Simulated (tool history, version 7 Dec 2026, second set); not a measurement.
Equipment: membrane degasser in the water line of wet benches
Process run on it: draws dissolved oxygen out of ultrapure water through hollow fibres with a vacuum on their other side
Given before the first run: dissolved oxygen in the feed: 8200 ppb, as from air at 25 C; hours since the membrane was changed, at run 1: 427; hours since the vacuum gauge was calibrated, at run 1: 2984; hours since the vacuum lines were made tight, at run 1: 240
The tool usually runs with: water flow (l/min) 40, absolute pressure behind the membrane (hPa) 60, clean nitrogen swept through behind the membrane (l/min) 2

run     day  water flow (l/min)  absolute pressure behind the membrane (hPa)  clean nitrogen swept through behind the membrane (l/min)  hours since the membrane was changed  hours since the vacuum gauge was calibrated  hours since the vacuum lines were made tight  dissolved oxygen in the water behind the degasser (ppb)  pressure that the water loses in the fibres (hPa)
  1       0                  40                                           60                                                         2                                   427                                         2984                                           240                                                    141.9                                              684.3
  2       3                  40                                           60                                                         2                                   499                                         3056                                           312                                                    139.8                                                689
  3   6.396                  40                                           60                                                         2                                   581                                         3138                                           394                                                    142.8                                              689.3
  4   7.908                  40                                           60                                                         2                                   617                                         3174                                           430                                                    143.4                                              685.6
  5  10.312                  40                                           60                                                         2                                   675                                         3232                                           488                                                    141.8                                              689.2
  6  12.033                  28                                           60                                                         2                                   716                                         3273                                           529                                                     98.3                                              483.1
  7  13.996                  28                                           60                                                      4.41                                   763                                         3320                                           576                                                     47.1                                              477.6
  8  17.062                  40                                           60                                                         2                                   837                                         3394                                           650                                                    139.9                                              688.1
  9    18.9                  40                                           60                                                         2                                   881                                         3438                                           694                                                    145.9                                              694.7
 10  22.188                  40                                           60                                                         2                                   960                                         3517                                           773                                                    143.3                                              696.4
 11  24.362                  40                                           60                                                         2                                  1012                                         3569                                           825                                                    144.2                                              692.6
 12  26.154                  40                                           60                                                         2                                  1055                                         3612                                           868                                                    146.3                                              691.9
 13  28.392                  40                                        141.1                                                         2                                  1109                                         3666                                           921                                                    485.2                                              695.3
 14  30.788                  40                                           60                                                      3.54                                  1166                                         3723                                           979                                                     90.4                                              696.5
 15  34.233                  40                                           60                                                         2                                  1249                                         3806                                          1062                                                    145.3                                              694.3
 16  36.354                  40                                           60                                                         2                                  1300                                         3857                                          1113                                                    148.6                                              696.6
 17  39.621                  57                                         37.3                                                      4.18                                  1378                                         3935                                          1191                                                     85.1                                                985
 18  42.017                  48                                         54.9                                                         1                                  1436                                         3993                                          1248                                                      258                                              835.7
 19  44.658                  32                                         54.5                                                      1.55                                  1499                                         4056                                          1312                                                    117.1                                              557.6
 20  47.646                  45                                        142.5                                                      1.84                                  1571                                         4128                                          1384                                                    585.2                                              784.4
 21  49.412                  40                                         56.3                                                      1.41                                  1613                                         4170                                          1426                                                    174.1                                              696.6
 22  51.358                  40                                         68.3                                                      3.57                                  1660                                         4217                                          1473                                                    113.2                                              698.6
 23  54.633                  40                                           74                                                         2                                  1738                                         4296                                          1551                                                    206.6                                                701
 24  57.267                  50                                         79.4                                                      2.51                                  1802                                         4359                                          1614                                                    250.4                                              871.7
 25  59.854                  29                                           60                                                      5.89                                  1864                                         4421                                          1677                                                     39.3                                              501.5
 26  63.062                  29                                           60                                                      5.89                                  1941                                         4498                                          1754                                                     39.2                                              508.5
 27  66.479                  29                                           60                                                      5.89                                  2023                                         4580                                          1836                                                     39.6                                              509.4
 28  69.833                  43                                         73.4                                                      2.02                                  2103                                         4660                                          1916                                                    220.1                                              752.9
 29  72.308                  46                                        124.2                                                         2                                  2163                                         4720                                          1975                                                    483.3                                              804.6
 30  75.408                  46                                        124.2                                                         2                                  2237                                         4794                                          2050                                                    488.8                                              811.6
 31  78.046                  31                                         43.7                                                      1.61                                  2300                                         4857                                          2113                                                     69.3                                              550.4

Consider 4 possible next runs. They are alternatives, not a sequence: every one starts from the tool as it was left by run 31. What does each give?
  A  79.604                  31                                           94                                                      1.61                                  2338                                         4895                                          2151                                                        ?                                                  ?
  B  79.604                  56                                           60                                                         2                                  2338                                         4895                                          2151                                                        ?                                                  ?
  C  79.604                  40                                         92.2                                                      4.71                                  2338                                         4895                                          2151                                                        ?                                                  ?
  D  79.604                  33                                         66.5                                                      2.38                                  2338                                         4895                                          2151                                                        ?                                                  ?

run  dissolved oxygen in the water behind the degasser (ppb)  pressure that the water loses in the fibres (hPa)
  A                                                    278.7                                              546.6
  B                                                    237.8                                              985.8
  C                                                    138.1                                              704.8
  D                                                    125.7                                              574.1
What these runs would have given with no unlogged condition in the tool:
run  dissolved oxygen in the water behind the degasser (ppb)  pressure that the water loses in the fibres (hPa)
  A                                                    262.5                                              531.6
  B                                                    210.1                                              958.7
  C                                                    128.6                                              685.4
  D                                                    113.1                                              558.3

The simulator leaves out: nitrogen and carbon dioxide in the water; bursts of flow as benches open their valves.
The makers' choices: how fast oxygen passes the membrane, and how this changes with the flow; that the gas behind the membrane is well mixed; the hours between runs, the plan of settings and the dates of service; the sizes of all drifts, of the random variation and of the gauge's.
